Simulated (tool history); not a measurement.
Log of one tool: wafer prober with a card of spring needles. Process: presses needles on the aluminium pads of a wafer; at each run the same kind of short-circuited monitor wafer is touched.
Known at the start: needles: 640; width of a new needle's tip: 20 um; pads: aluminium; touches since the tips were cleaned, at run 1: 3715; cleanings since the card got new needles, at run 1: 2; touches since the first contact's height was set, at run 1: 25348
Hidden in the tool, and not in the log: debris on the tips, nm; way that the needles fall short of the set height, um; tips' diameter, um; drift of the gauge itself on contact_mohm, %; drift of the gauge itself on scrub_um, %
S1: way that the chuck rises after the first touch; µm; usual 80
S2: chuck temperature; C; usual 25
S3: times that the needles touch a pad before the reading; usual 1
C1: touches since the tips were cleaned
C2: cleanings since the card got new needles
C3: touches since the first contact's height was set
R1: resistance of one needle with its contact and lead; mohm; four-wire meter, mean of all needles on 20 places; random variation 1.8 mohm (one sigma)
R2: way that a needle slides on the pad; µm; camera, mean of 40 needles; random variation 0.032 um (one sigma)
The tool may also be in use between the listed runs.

| run | day | S1 | S2 | S3 | C1 | C2 | C3 | R1 | R2 |
|---|---|---|---|---|---|---|---|---|---|
| 1 | 0.000 | 80 | 25 | 1 | 3715 | 2 | 25348 | 191 | 14.88 |
|  | 0.842 | tips cleaned on abrasive film |
| 2 | 1.275 | 80 | 25 | 1 | 2712 | 3 | 33323 | 191 | 14.92 |
|  | 2.238 | tips cleaned on abrasive film |
| 3 | 2.238 | 80 | 25 | 1 | 0 | 4 | 39329 | 190 | 14.96 |
|  | 3.633 | tips cleaned on abrasive film |
| 4 | 3.633 | 80 | 25 | 1 | 0 | 5 | 48075 | 192 | 14.94 |
|  | 5.071 | tips cleaned on abrasive film |
| 5 | 5.558 | 80 | 25 | 1 | 3066 | 6 | 60130 | 190 | 14.92 |
|  | 6.583 | tips cleaned on abrasive film |
| 6 | 7.379 | 86 | 25 | 1 | 4986 | 7 | 71520 | 192 | 16.01 |
|  | 8.025 | tips cleaned on abrasive film |
| 7 | 8.471 | 86 | 25 | 1 | 2786 | 8 | 78339 | 189 | 16.08 |
|  | 9.608 | tips cleaned on abrasive film |
| 8 | 9.650 | 80 | 98 | 1 | 265 | 9 | 85711 | 207 | 14.89 |
|  | 11.100 | tips cleaned on abrasive film |
| 9 | 11.321 | 96 | 25 | 1 | 1383 | 10 | 96163 | 193 | 17.88 |
|  | 12.671 | tips cleaned on abrasive film |
| 10 | 13.250 | 80 | 28 | 1 | 3646 | 11 | 108254 | 196 | 14.97 |
|  | 14.179 | tips cleaned on abrasive film |
| 11 | 15.117 | 80 | 25 | 1 | 5876 | 12 | 119933 | 189 | 14.96 |
|  | 15.588 | tips cleaned on abrasive film |
| 12 | 16.288 | 80 | 25 | 1 | 4392 | 13 | 127264 | 193 | 14.90 |
|  | 17.071 | tips cleaned on abrasive film |
| 13 | 17.954 | 80 | 25 | 1 | 5551 | 14 | 137694 | 193 | 14.82 |
|  | 18.479 | tips cleaned on abrasive film |
|  | 19.788 | height of the first contact set anew |
| 14 | 19.788 | 80 | 100 | 1 | 8134 | 15 | 0 | 207 | 14.95 |
|  | 19.983 | tips cleaned on abrasive film |
|  | 21.404 | tips cleaned on abrasive film |
| 15 | 21.829 | 80 | 25 | 1 | 2664 | 17 | 12749 | 195 | 14.94 |
|  | 22.842 | tips cleaned on abrasive film |
| 16 | 22.883 | 80 | 25 | 1 | 263 | 18 | 19338 | 191 | 14.88 |
|  | 24.267 | tips cleaned on abrasive film |
| 17 | 25.004 | 80 | 31 | 1 | 4639 | 19 | 32635 | 197 | 14.92 |
|  | 25.746 | tips cleaned on abrasive film |
| 18 | 26.808 | 80 | 25 | 2 | 6667 | 20 | 43916 | 191 | 14.91 |
|  | 27.229 | tips cleaned on abrasive film |
|  | 28.638 | tips cleaned on abrasive film |
| 19 | 28.638 | 80 | 53 | 1 | 0 | 22 | 55340 | 199 | 14.90 |
|  | 30.075 | tips cleaned on abrasive film |
| 20 | 30.583 | 62 | 34 | 1 | 3194 | 23 | 67539 | 201 | 11.58 |
|  | 31.538 | tips cleaned on abrasive film |
| 21 | 31.538 | 80 | 116 | 2 | 0 | 24 | 73499 | 213 | 14.90 |
|  | 32.967 | tips cleaned on abrasive film |
| 22 | 33.196 | 80 | 116 | 2 | 1432 | 25 | 83856 | 213 | 14.88 |
| 23 | 34.104 | 80 | 116 | 2 | 7132 | 25 | 89556 | 211 | 14.92 |
|  | 34.417 | tips cleaned on abrasive film |
|  | 35.879 | tips cleaned on abrasive film |
| 24 | 36.279 | 80 | 28 | 2 | 2526 | 27 | 103175 | 192 | 14.88 |
|  | 37.442 | tips cleaned on abrasive film |
| 25 | 38.100 | 80 | 28 | 2 | 4148 | 28 | 114569 | 193 | 14.93 |
|  | 38.883 | tips cleaned on abrasive film |
| 26 | 39.438 | 75 | 85 | 1 | 3487 | 29 | 122939 | 208 | 14.00 |
|  | 40.325 | tips cleaned on abrasive film |
| 27 | 40.888 | 80 | 65 | 2 | 3542 | 30 | 132009 | 202 | 14.85 |
|  | 41.879 | tips cleaned on abrasive film |
| 28 | 42.108 | 83 | 104 | 1 | 1440 | 31 | 139639 | 210 | 15.47 |
|  | 43.371 | tips cleaned on abrasive film |
|  | 43.721 | height of the first contact set anew |
| 29 | 44.075 | 83 | 104 | 1 | 4339 | 32 | 2239 | 207 | 15.44 |
|  | 44.796 | tips cleaned on abrasive film |
| 30 | 45.154 | 80 | 87 | 2 | 2247 | 33 | 8980 | 207 | 14.93 |
|  | 46.296 | tips cleaned on abrasive film |
| 31 | 47.154 | 94 | 87 | 2 | 5391 | 34 | 21509 | 204 | 17.54 |
|  | 47.783 | tips cleaned on abrasive film |
|  | 49.225 | tips cleaned on abrasive film |
| 32 | 49.383 | 80 | 112 | 1 | 994 | 36 | 35423 | 209 | 14.86 |
|  | 50.758 | tips cleaned on abrasive film |
| 33 | 51.021 | 65 | 112 | 2 | 1635 | 37 | 45676 | 215 | 12.11 |
|  | 52.154 | tips cleaned on abrasive film |
| 34 | 52.404 | 65 | 112 | 2 | 1558 | 38 | 54325 | 213 | 12.12 |

Hidden state at the last listed run before each entry between runs and at the first one after, where it differs:
Between runs 1 and 2: tips cleaned on abrasive film (day 0.842)
  debris on the tips, nm: 1.5 -> 1.1
Between runs 2 and 3: tips cleaned on abrasive film (day 2.238)
  debris on the tips, nm: 1.1 -> 0.2
Between runs 3 and 4: tips cleaned on abrasive film (day 3.633)
  debris on the tips, nm: 0.2 -> 0.1
Between runs 4 and 5: tips cleaned on abrasive film (day 5.071)
  debris on the tips, nm: 0.1 -> 1.3
Between runs 5 and 6: tips cleaned on abrasive film (day 6.583)
  debris on the tips, nm: 1.3 -> 1.6; way that the needles fall short of the set height, um: 0 -> 0.01
Between runs 6 and 7: tips cleaned on abrasive film (day 8.025)
  debris on the tips, nm: 1.6 -> 1
Between runs 7 and 8: tips cleaned on abrasive film (day 9.608)
  debris on the tips, nm: 1 -> 0.3
Between runs 8 and 9: tips cleaned on abrasive film (day 11.100)
  debris on the tips, nm: 0.3 -> 0.8
Between runs 9 and 10: tips cleaned on abrasive film (day 12.671)
  debris on the tips, nm: 0.8 -> 1.4
Between runs 10 and 11: tips cleaned on abrasive film (day 14.179)
  debris on the tips, nm: 1.4 -> 1.7
Between runs 11 and 12: tips cleaned on abrasive film (day 15.588)
  debris on the tips, nm: 1.7 -> 1.5
Between runs 12 and 13: tips cleaned on abrasive film (day 17.071)
  debris on the tips, nm: 1.5 -> 1.6
Between runs 13 and 14: tips cleaned on abrasive film (day 18.479); height of the first contact set anew (day 19.788)
  debris on the tips, nm: 1.6 -> 2; way that the needles fall short of the set height, um: 0.01 -> 0
Between runs 14 and 15: tips cleaned on abrasive film (day 19.983); tips cleaned on abrasive film (day 21.404)
  debris on the tips, nm: 2 -> 1.1
Between runs 15 and 16: tips cleaned on abrasive film (day 22.842)
  debris on the tips, nm: 1.1 -> 0.4
Between runs 16 and 17: tips cleaned on abrasive film (day 24.267)
  debris on the tips, nm: 0.4 -> 1.5
Between runs 17 and 18: tips cleaned on abrasive film (day 25.746)
  debris on the tips, nm: 1.5 -> 1.8; tips' diameter, um: 20 -> 20.01
Between runs 18 and 19: tips cleaned on abrasive film (day 27.229); tips cleaned on abrasive film (day 28.638)
  debris on the tips, nm: 1.8 -> 0.1; way that the needles fall short of the set height, um: 0 -> 0.01
Between runs 19 and 20: tips cleaned on abrasive film (day 30.075)
  debris on the tips, nm: 0.1 -> 1.3
Between runs 20 and 21: tips cleaned on abrasive film (day 31.538)
  debris on the tips, nm: 1.3 -> 0.2
Between runs 21 and 22: tips cleaned on abrasive film (day 32.967)
  debris on the tips, nm: 0.2 -> 0.8
Between runs 23 and 24: tips cleaned on abrasive film (day 34.417); tips cleaned on abrasive film (day 35.879)
  debris on the tips, nm: 1.9 -> 1.1
Between runs 24 and 25: tips cleaned on abrasive film (day 37.442)
  debris on the tips, nm: 1.1 -> 1.5
Between runs 25 and 26: tips cleaned on abrasive film (day 38.883)
  debris on the tips, nm: 1.5 -> 1.4
Between runs 26 and 27: tips cleaned on abrasive film (day 40.325)
  no hidden state differs between the two runs
Between runs 27 and 28: tips cleaned on abrasive film (day 41.879)
  debris on the tips, nm: 1.4 -> 0.7
Between runs 28 and 29: tips cleaned on abrasive film (day 43.371); height of the first contact set anew (day 43.721)
  debris on the tips, nm: 0.7 -> 1.4; way that the needles fall short of the set height, um: 0.01 -> 0
Between runs 29 and 30: tips cleaned on abrasive film (day 44.796)
  debris on the tips, nm: 1.4 -> 1
Between runs 30 and 31: tips cleaned on abrasive film (day 46.296)
  debris on the tips, nm: 1 -> 1.6
Between runs 31 and 32: tips cleaned on abrasive film (day 47.783); tips cleaned on abrasive film (day 49.225)
  debris on the tips, nm: 1.6 -> 0.6
Between runs 32 and 33: tips cleaned on abrasive film (day 50.758)
  debris on the tips, nm: 0.6 -> 0.7
Between runs 33 and 34: tips cleaned on abrasive film (day 52.154)
  debris on the tips, nm: 0.7 -> 0.8
